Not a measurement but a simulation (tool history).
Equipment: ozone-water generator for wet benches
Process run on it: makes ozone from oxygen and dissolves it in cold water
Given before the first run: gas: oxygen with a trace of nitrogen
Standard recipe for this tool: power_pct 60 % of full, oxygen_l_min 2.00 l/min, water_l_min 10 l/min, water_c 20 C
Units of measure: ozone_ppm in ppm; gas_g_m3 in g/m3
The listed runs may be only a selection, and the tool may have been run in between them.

| run | hour | power_pct | oxygen_l_min | water_l_min | water_c | ozone_ppm | gas_g_m3 |
|---|---|---|---|---|---|---|---|
| 1 | 0.0 | 60 | 2.00 | 10 | 20 | 24.8 | 249.1 |
| 2 | 179.2 | 60 | 2.38 | 10 | 20 | 26.0 | 234.8 |
| 3 | 309.8 | 60 | 2.38 | 10 | 20 | 26.0 | 233.7 |
| 4 | 420.8 | 60 | 2.38 | 10 | 20 | 25.8 | 236.8 |
|  | 478.1 | contactor cleaned |
| 5 | 530.5 | 60 | 2.00 | 10 | 20 | 25.0 | 245.7 |
| 6 | 717.0 | 60 | 2.00 | 10 | 20 | 24.9 | 248.0 |
| 7 | 851.3 | 60 | 1.35 | 10 | 20 | 21.9 | 281.7 |
| 8 | 973.4 | 60 | 1.35 | 10 | 20 | 21.8 | 281.3 |
| 9 | 1146.0 | 60 | 1.35 | 10 | 24 | 20.8 | 279.7 |
| 10 | 1326.9 | 60 | 1.35 | 10 | 24 | 20.8 | 280.8 |
| 11 | 1476.9 | 60 | 1.35 | 10 | 24 | 20.9 | 278.2 |
| 12 | 1644.6 | 60 | 1.35 | 10 | 24 | 20.7 | 278.2 |
| 13 | 1815.0 | 80 | 2.00 | 10 | 20 | 30.3 | 305.3 |
| 14 | 1973.8 | 60 | 2.00 | 10 | 20 | 24.8 | 250.1 |
| 15 | 2161.7 | 60 | 2.00 | 10 | 20 | 24.4 | 245.6 |
| 16 | 2250.7 | 53 | 2.00 | 10 | 20 | 22.4 | 224.7 |
| 17 | 2392.5 | 60 | 2.00 | 10 | 20 | 24.7 | 247.5 |
| 18 | 2513.3 | 59 | 2.00 | 14 | 17 | 18.7 | 245.1 |
| 19 | 2706.2 | 77 | 2.00 | 6 | 20 | 42.1 | 296.9 |
| 20 | 2850.4 | 84 | 1.51 | 6 | 20 | 42.5 | 348.4 |
| 21 | 3029.0 | 84 | 1.51 | 6 | 20 | 42.5 | 347.3 |
| 22 | 3153.4 | 84 | 1.51 | 6 | 20 | 42.5 | 345.3 |
| 23 | 3295.6 | 84 | 1.51 | 6 | 20 | 42.3 | 346.8 |
| 24 | 3446.8 | 84 | 1.14 | 9 | 20 | 28.2 | 378.1 |
| 25 | 3527.9 | 79 | 2.34 | 8 | 23 | 34.7 | 288.0 |

What will run 26 give?
| 26 | 3613.7 | 60 | 2.00 | 9 | 21 | ? | ? |

ozone_ppm: 26.5 ppm
gas_g_m3: 248.9 g/m3
Without the tool's hidden state the same run would have given ozone_ppm 26.5 ppm, gas_g_m3 249.0 g/m3.

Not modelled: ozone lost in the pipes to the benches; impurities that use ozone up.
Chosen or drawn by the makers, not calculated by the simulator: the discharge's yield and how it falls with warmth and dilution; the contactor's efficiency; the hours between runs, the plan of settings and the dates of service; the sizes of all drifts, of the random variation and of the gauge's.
